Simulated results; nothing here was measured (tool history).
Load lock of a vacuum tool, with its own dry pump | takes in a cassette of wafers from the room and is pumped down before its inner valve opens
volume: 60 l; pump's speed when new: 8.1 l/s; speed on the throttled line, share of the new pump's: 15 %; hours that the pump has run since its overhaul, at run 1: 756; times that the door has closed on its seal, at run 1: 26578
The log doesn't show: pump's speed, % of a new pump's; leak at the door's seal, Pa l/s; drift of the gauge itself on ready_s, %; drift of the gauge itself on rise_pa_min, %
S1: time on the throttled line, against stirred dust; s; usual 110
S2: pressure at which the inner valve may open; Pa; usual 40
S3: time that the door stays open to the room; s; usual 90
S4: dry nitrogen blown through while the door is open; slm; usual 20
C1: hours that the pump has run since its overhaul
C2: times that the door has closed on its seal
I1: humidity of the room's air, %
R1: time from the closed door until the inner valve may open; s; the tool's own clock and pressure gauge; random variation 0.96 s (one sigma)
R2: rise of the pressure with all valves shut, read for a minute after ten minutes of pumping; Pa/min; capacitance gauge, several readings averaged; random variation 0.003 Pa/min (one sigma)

{"run": 1, "hour": 0.0, "S1": 110, "S2": 40, "S3": 90, "S4": 20, "C1": 756, "C2": 26578, "I1": 44.6, "R1": 151.1, "R2": 0.137}
{"run": 2, "hour": 86.6, "S1": 110, "S2": 68, "S3": 90, "S4": 20, "C1": 842, "C2": 26966, "I1": 44.7, "R1": 148.3, "R2": 0.133}
{"run": 3, "hour": 151.0, "S1": 110, "S2": 64, "S3": 90, "S4": 20, "C1": 907, "C2": 27254, "I1": 45.1, "R1": 149.1, "R2": 0.14}
{"run": 4, "hour": 217.7, "S1": 110, "S2": 28, "S3": 90, "S4": 20, "C1": 973, "C2": 27553, "I1": 45, "R1": 156.1, "R2": 0.148}
{"run": 5, "hour": 337.9, "S1": 110, "S2": 40, "S3": 90, "S4": 20, "C1": 1094, "C2": 28091, "I1": 43.3, "R1": 153.5, "R2": 0.155}
{"run": 6, "hour": 453.3, "S1": 110, "S2": 40, "S3": 90, "S4": 20, "C1": 1209, "C2": 28607, "I1": 47.4, "R1": 151.6, "R2": 0.151}
{"run": 7, "hour": 509.9, "S1": 110, "S2": 40, "S3": 90, "S4": 20, "C1": 1266, "C2": 28861, "I1": 44.4, "R1": 151.9, "R2": 0.147}
{"run": 8, "hour": 566.0, "S1": 110, "S2": 40, "S3": 90, "S4": 20, "C1": 1322, "C2": 29112, "I1": 42.5, "R1": 154.1, "R2": 0.149}
{"run": 9, "hour": 654.3, "S1": 110, "S2": 40, "S3": 90, "S4": 20, "C1": 1410, "C2": 29507, "I1": 45.4, "R1": 152.6, "R2": 0.162}
{"run": 10, "hour": 738.0, "S1": 110, "S2": 40, "S3": 90, "S4": 20, "C1": 1494, "C2": 29881, "I1": 41.6, "R1": 154.5, "R2": 0.156}
{"run": 11, "hour": 817.3, "S1": 110, "S2": 40, "S3": 90, "S4": 20, "C1": 1573, "C2": 30237, "I1": 44.7, "R1": 153.5, "R2": 0.153}
{"run": 12, "hour": 915.1, "S1": 110, "S2": 40, "S3": 90, "S4": 20, "C1": 1671, "C2": 30675, "I1": 49, "R1": 152.4, "R2": 0.161}
{"run": 13, "hour": 1053.8, "S1": 110, "S2": 40, "S3": 90, "S4": 20, "C1": 1809, "C2": 31295, "I1": 46.6, "R1": 152.1, "R2": 0.171}
{"run": 14, "hour": 1133.4, "S1": 68, "S2": 40, "S3": 90, "S4": 20, "C1": 1889, "C2": 31651, "I1": 44.4, "R1": 117.1, "R2": 0.166}
{"run": 15, "hour": 1199.2, "S1": 68, "S2": 40, "S3": 90, "S4": 20, "C1": 1955, "C2": 31946, "I1": 43.4, "R1": 117, "R2": 0.167}
{"run": 16, "hour": 1331.0, "S1": 110, "S2": 40, "S3": 90, "S4": 20, "C1": 2087, "C2": 32536, "I1": 39.7, "R1": 154.1, "R2": 0.164}
{"run": 17, "hour": 1424.9, "S1": 110, "S2": 40, "S3": 90, "S4": 20, "C1": 2180, "C2": 32956, "I1": 44.1, "R1": 154.7, "R2": 0.176}
{"run": 18, "hour": 1524.2, "S1": 110, "S2": 40, "S3": 90, "S4": 20, "C1": 2280, "C2": 33401, "I1": 45.7, "R1": 153.2, "R2": 0.178}
{"run": 19, "hour": 1600.6, "S1": 110, "S2": 40, "S3": 90, "S4": 20, "C1": 2356, "C2": 33743, "I1": 42.5, "R1": 155, "R2": 0.177}
{"run": 20, "hour": 1719.8, "S1": 155, "S2": 40, "S3": 84, "S4": 9, "C1": 2475, "C2": 34276, "I1": 42.7, "R1": 191.2, "R2": 0.195}
{"run": 21, "hour": 1798.0, "S1": 116, "S2": 57, "S3": 46, "S4": 34, "C1": 2554, "C2": 34627, "I1": 41.3, "R1": 154.4, "R2": 0.166}
{"run": 22, "hour": 1875.2, "S1": 110, "S2": 38, "S3": 90, "S4": 20, "C1": 2631, "C2": 34972, "I1": 44.4, "R1": 153.2, "R2": 0.188}
{"run": 23, "hour": 2000.3, "S1": 110, "S2": 64, "S3": 42, "S4": 26, "C1": 2756, "C2": 35532, "I1": 43.9, "R1": 148.1, "R2": 0.171}
{"run": 24, "hour": 2075.1, "S1": 110, "S2": 58, "S3": 56, "S4": 26, "C1": 2831, "C2": 35867, "I1": 44.3, "R1": 150.4, "R2": 0.171}
{"run": 25, "hour": 2206.5, "S1": 59, "S2": 36, "S3": 35, "S4": 9, "C1": 2962, "C2": 36455, "I1": 48.5, "R1": 111.4, "R2": 0.188}
{"run": 26, "hour": 2296.3, "S1": 110, "S2": 40, "S3": 78, "S4": 20, "C1": 3052, "C2": 36857, "I1": 47, "R1": 152.5, "R2": 0.197}
{"run": 27, "hour": 2427.2, "S1": 110, "S2": 40, "S3": 78, "S4": 20, "C1": 3183, "C2": 37443, "I1": 43.2, "R1": 154, "R2": 0.198}
{"run": 28, "hour": 2564.0, "S1": 110, "S2": 40, "S3": 78, "S4": 20, "C1": 3320, "C2": 38055, "I1": 42.7, "R1": 154.1, "R2": 0.193}
{"run": 29, "hour": 2648.8, "S1": 110, "S2": 40, "S3": 90, "S4": 8, "C1": 3404, "C2": 38435, "I1": 44.1, "R1": 153.8, "R2": 0.23}
{"run": 30, "hour": 2718.6, "S1": 110, "S2": 40, "S3": 90, "S4": 8, "C1": 3474, "C2": 38748, "I1": 44.9, "R1": 152.9, "R2": 0.228}
{"run": 31, "hour": 2845.2, "S1": 110, "S2": 34, "S3": 90, "S4": 20, "C1": 3601, "C2": 39314, "I1": 46.6, "R1": 155.1, "R2": 0.211}
{"run": 32, "hour": 2962.4, "S1": 110, "S2": 52, "S3": 90, "S4": 20, "C1": 3718, "C2": 39839, "I1": 44.4, "R1": 150.9, "R2": 0.224}
{"run": 33, "hour": 3093.8, "S1": 73, "S2": 40, "S3": 90, "S4": 20, "C1": 3849, "C2": 40427, "I1": 47.8, "R1": 123.8, "R2": 0.232}
{"run": 34, "hour": 3173.4, "S1": 73, "S2": 55, "S3": 68, "S4": 20, "C1": 3929, "C2": 40784, "I1": 43.5, "R1": 120.4, "R2": 0.216}
{"run": 35, "hour": 3282.3, "S1": 213, "S2": 38, "S3": 27, "S4": 6, "C1": 4038, "C2": 41271, "I1": 42.7, "R1": 240.6, "R2": 0.219}
{"run": 36, "hour": 3411.2, "S1": 159, "S2": 38, "S3": 27, "S4": 6, "C1": 4167, "C2": 41848, "I1": 45.2, "R1": 196.7, "R2": 0.222}
{"run": 37, "hour": 3486.8, "S1": 110, "S2": 46, "S3": 90, "S4": 20, "C1": 4242, "C2": 42187, "I1": 48.1, "R1": 154.3, "R2": 0.239}

4 ways to go on from here, each from the tool as it stands after run 37. What would each give?
{"run": "A", "hour": 3622.8, "S1": 110, "S2": 40, "S3": 90, "S4": 12, "C1": 4378, "C2": 42795, "I1": 41.3, "R1": "?", "R2": "?"}
{"run": "B", "hour": 3622.8, "S1": 110, "S2": 40, "S3": 234, "S4": 20, "C1": 4378, "C2": 42795, "I1": 40.1, "R1": "?", "R2": "?"}
{"run": "C", "hour": 3622.8, "S1": 110, "S2": 46, "S3": 90, "S4": 22, "C1": 4378, "C2": 42795, "I1": 45, "R1": "?", "R2": "?"}
{"run": "D", "hour": 3622.8, "S1": 110, "S2": 46, "S3": 190, "S4": 17, "C1": 4378, "C2": 42795, "I1": 46.1, "R1": "?", "R2": "?"}

run=A R1=155.3 R2=0.248
run=B R1=155.3 R2=0.255
run=C R1=154 R2=0.241
run=D R1=154.1 R2=0.268
Without the tool's hidden state the same runs would have given:
run=A R1=152.4 R2=0.058
run=B R1=152.4 R2=0.067
run=C R1=151.2 R2=0.055
run=D R1=151.3 R2=0.081

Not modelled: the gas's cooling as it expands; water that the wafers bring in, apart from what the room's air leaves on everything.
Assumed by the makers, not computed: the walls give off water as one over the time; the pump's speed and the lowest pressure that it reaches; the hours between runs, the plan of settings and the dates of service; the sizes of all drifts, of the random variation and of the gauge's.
